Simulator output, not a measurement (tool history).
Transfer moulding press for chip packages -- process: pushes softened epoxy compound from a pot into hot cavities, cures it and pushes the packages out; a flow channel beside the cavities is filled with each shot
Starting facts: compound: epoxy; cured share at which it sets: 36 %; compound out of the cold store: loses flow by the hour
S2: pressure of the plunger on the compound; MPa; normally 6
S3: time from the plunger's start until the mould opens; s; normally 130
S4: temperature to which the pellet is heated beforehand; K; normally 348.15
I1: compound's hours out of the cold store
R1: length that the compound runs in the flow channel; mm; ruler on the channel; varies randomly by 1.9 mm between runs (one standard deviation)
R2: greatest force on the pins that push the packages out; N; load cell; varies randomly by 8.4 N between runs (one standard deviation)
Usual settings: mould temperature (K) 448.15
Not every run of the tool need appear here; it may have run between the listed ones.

{"run": 1, "day": 0.0, "mould temperature (K)": 448.15, "S2": 6, "S3": 130, "S4": 348.15, "I1": 34, "R1": 910, "R2": 454}
{"run": 2, "day": 1.033, "mould temperature (K)": 448.15, "S2": 6, "S3": 130, "S4": 348.15, "I1": 46, "R1": 858, "R2": 503}
{"run": 3, "day": 1.783, "mould temperature (K)": 448.15, "S2": 6, "S3": 130, "S4": 348.15, "I1": 34.5, "R1": 906, "R2": 535}
{"run": 4, "day": 2.917, "mould temperature (K)": 448.15, "S2": 6, "S3": 136, "S4": 348.15, "I1": 12.2, "R1": 1005, "R2": 574}
{"run": 5, "day": 3.508, "mould temperature (K)": 448.15, "S2": 6, "S3": 136, "S4": 348.15, "I1": 29.9, "R1": 923, "R2": 563}
{"run": 6, "day": 4.121, "mould temperature (K)": 448.15, "S2": 5.97, "S3": 136, "S4": 348.15, "I1": 13.2, "R1": 998, "R2": 596}
{"day": 4.717, "done": "cavities cleaned with cleaning compound and waxed"}
{"run": 7, "day": 5.025, "mould temperature (K)": 448.15, "S2": 5.97, "S3": 136, "S4": 348.15, "I1": 17.6, "R1": 972, "R2": 380}
{"run": 8, "day": 5.767, "mould temperature (K)": 448.15, "S2": 5.97, "S3": 136, "S4": 348.15, "I1": 34.4, "R1": 902, "R2": 415}
{"run": 9, "day": 6.5, "mould temperature (K)": 448.15, "S2": 5.97, "S3": 136, "S4": 348.15, "I1": 34.2, "R1": 899, "R2": 461}
{"day": 7.117, "done": "plunger's sealing rings changed"}
{"run": 10, "day": 7.55, "mould temperature (K)": 452.15, "S2": 5.97, "S3": 136, "S4": 348.15, "I1": 38.9, "R1": 885, "R2": 460}
{"run": 11, "day": 8.383, "mould temperature (K)": 452.15, "S2": 5.97, "S3": 136, "S4": 348.15, "I1": 39.4, "R1": 882, "R2": 488}
{"run": 12, "day": 9.075, "mould temperature (K)": 448.15, "S2": 6, "S3": 113, "S4": 348.15, "I1": 41.5, "R1": 883, "R2": 643}
{"run": 13, "day": 10.167, "mould temperature (K)": 448.15, "S2": 6, "S3": 113, "S4": 348.15, "I1": 14.4, "R1": 1010, "R2": 726}
{"day": 10.775, "done": "cavities cleaned with cleaning compound and waxed"}
{"run": 14, "day": 11.208, "mould temperature (K)": 448.15, "S2": 6, "S3": 113, "S4": 348.15, "I1": 34.7, "R1": 915, "R2": 476}
{"run": 15, "day": 11.729, "mould temperature (K)": 447.15, "S2": 6, "S3": 120, "S4": 348.15, "I1": 40.2, "R1": 898, "R2": 488}
{"run": 16, "day": 12.992, "mould temperature (K)": 445.15, "S2": 7.46, "S3": 130, "S4": 348.15, "I1": 28.9, "R1": 1062, "R2": 566}
{"run": 17, "day": 14.029, "mould temperature (K)": 445.15, "S2": 6.34, "S3": 148, "S4": 348.15, "I1": 36.3, "R1": 946, "R2": 519}
{"run": 18, "day": 14.554, "mould temperature (K)": 447.15, "S2": 6.21, "S3": 136, "S4": 339.15, "I1": 37, "R1": 922, "R2": 543}
{"run": 19, "day": 15.383, "mould temperature (K)": 447.15, "S2": 6.21, "S3": 136, "S4": 339.15, "I1": 12.3, "R1": 1037, "R2": 594}
{"run": 20, "day": 15.925, "mould temperature (K)": 447.15, "S2": 6.21, "S3": 131, "S4": 358.15, "I1": 36.9, "R1": 915, "R2": 593}
{"day": 16.771, "done": "cavities cleaned with cleaning compound and waxed"}
{"run": 21, "day": 17.238, "mould temperature (K)": 448.15, "S2": 6, "S3": 126, "S4": 348.15, "I1": 25.1, "R1": 951, "R2": 417}
{"run": 22, "day": 18.025, "mould temperature (K)": 448.15, "S2": 6, "S3": 126, "S4": 348.15, "I1": 16.2, "R1": 990, "R2": 461}
{"run": 23, "day": 18.912, "mould temperature (K)": 448.15, "S2": 6, "S3": 126, "S4": 348.15, "I1": 26.3, "R1": 944, "R2": 491}
{"run": 24, "day": 20.196, "mould temperature (K)": 442.15, "S2": 4.62, "S3": 149, "S4": 355.15, "I1": 19.6, "R1": 880, "R2": 591}
{"run": 25, "day": 20.875, "mould temperature (K)": 442.15, "S2": 6.77, "S3": 149, "S4": 342.15, "I1": 47.8, "R1": 925, "R2": 571}
{"run": 26, "day": 21.904, "mould temperature (K)": 442.15, "S2": 6.77, "S3": 149, "S4": 342.15, "I1": 40, "R1": 960, "R2": 622}
{"run": 27, "day": 22.658, "mould temperature (K)": 448.15, "S2": 6, "S3": 130, "S4": 354.15, "I1": 37.4, "R1": 885, "R2": 561}
{"day": 22.833, "done": "cavities cleaned with cleaning compound and waxed"}
{"run": 28, "day": 23.792, "mould temperature (K)": 448.15, "S2": 5.53, "S3": 130, "S4": 354.15, "I1": 12.6, "R1": 956, "R2": 425}

Below are 5 alternative next runs, each starting from the tool's condition after run 28. Predict each:
{"run": "A", "day": 24.658, "mould temperature (K)": 448.15, "S2": 6.72, "S3": 130, "S4": 347.15, "I1": 9.9, "R1": "?", "R2": "?"}
{"run": "B", "day": 24.658, "mould temperature (K)": 448.15, "S2": 5.53, "S3": 112, "S4": 354.15, "I1": 9.5, "R1": "?", "R2": "?"}
{"run": "C", "day": 24.658, "mould temperature (K)": 446.15, "S2": 5.53, "S3": 169, "S4": 351.15, "I1": 21.9, "R1": "?", "R2": "?"}
{"run": "D", "day": 24.658, "mould temperature (K)": 448.15, "S2": 6, "S3": 119, "S4": 348.15, "I1": 38.1, "R1": "?", "R2": "?"}
{"run": "E", "day": 24.658, "mould temperature (K)": 448.15, "S2": 6.51, "S3": 130, "S4": 348.15, "I1": 14.8, "R1": "?", "R2": "?"}

run=A R1=1070 R2=465
run=B R1=977 R2=570
run=C R1=922 R2=416
run=D R1=884 R2=506
run=E R1=1026 R2=471
With no hidden state in the tool, these same runs would have given:
run=A R1=1101 R2=375
run=B R1=1005 R2=467
run=C R1=948 R2=327
run=D R1=909 R2=409
run=E R1=1055 R2=379
